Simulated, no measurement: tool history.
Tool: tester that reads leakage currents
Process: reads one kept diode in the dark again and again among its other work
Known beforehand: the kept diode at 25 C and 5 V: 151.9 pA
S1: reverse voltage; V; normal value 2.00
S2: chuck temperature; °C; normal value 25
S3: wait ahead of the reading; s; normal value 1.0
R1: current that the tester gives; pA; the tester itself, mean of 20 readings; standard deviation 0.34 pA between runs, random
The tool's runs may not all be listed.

{"run": 1, "hour": 0.0, "S1": 2.0, "S2": 25, "S3": 1.0, "R1": 115.38}
{"run": 2, "hour": 77.9, "S1": 2.0, "S2": 25, "S3": 1.0, "R1": 114.37}
{"run": 3, "hour": 181.0, "S1": 2.0, "S2": 25, "S3": 1.0, "R1": 114.16}
{"run": 4, "hour": 325.5, "S1": 2.0, "S2": 25, "S3": 1.0, "R1": 114.41}
{"run": 5, "hour": 416.6, "S1": 2.0, "S2": 25, "S3": 1.0, "R1": 114.15}
{"run": 6, "hour": 493.7, "S1": 2.0, "S2": 25, "S3": 1.0, "R1": 114.95}
{"run": 7, "hour": 597.2, "S1": 2.0, "S2": 25, "S3": 1.0, "R1": 114.21}
{"run": 8, "hour": 734.1, "S1": 2.0, "S2": 25, "S3": 1.0, "R1": 114.52}
{"run": 9, "hour": 849.5, "S1": 2.0, "S2": 25, "S3": 1.0, "R1": 114.71}

Run 10 is up next; what results do you expect?
{"run": 10, "hour": 983.5, "S1": 3.02, "S2": 25, "S3": 0.9, "R1": "?"}

Run 10 produced R1 131.97 pA.
Had the tool carried no hidden state, the very same run would have given R1 127.87 pA.
